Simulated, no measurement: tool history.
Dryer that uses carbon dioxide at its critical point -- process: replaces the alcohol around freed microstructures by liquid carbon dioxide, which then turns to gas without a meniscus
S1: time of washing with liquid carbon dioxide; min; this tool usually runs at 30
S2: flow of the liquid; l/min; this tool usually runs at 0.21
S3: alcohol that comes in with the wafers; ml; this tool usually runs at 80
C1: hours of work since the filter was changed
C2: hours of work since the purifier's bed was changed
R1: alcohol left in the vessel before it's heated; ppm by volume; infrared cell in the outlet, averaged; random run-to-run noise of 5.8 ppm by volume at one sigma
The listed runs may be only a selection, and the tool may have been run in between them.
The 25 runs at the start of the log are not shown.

run,hour,S1,S2,S3,C1,C2,R1
26,285.7,35,0.321,39,56,177,19
27,295.9,20,0.272,21,61,181,173
28,304.9,45,0.189,80,65,185,51
29,317.3,45,0.17,35,70,190,50
30,324.4,45,0.17,35,73,194,46
31,331.7,30,0.2,95,76,197,444
32,346.7,18,0.222,23,83,203,675
33,355.1,18,0.222,23,87,207,662
34,370.1,41,0.338,25,93,213,24
35,384.4,47,0.234,80,99,220,22
36,393.6,47,0.234,80,103,224,26

Run 37 comes next. What will it give?
37,403.5,20,0.234,80,108,228,?

R1: 1325 ppm by volume
The same run, on a tool lacking any hidden state, would have yielded R1 939 ppm by volume.

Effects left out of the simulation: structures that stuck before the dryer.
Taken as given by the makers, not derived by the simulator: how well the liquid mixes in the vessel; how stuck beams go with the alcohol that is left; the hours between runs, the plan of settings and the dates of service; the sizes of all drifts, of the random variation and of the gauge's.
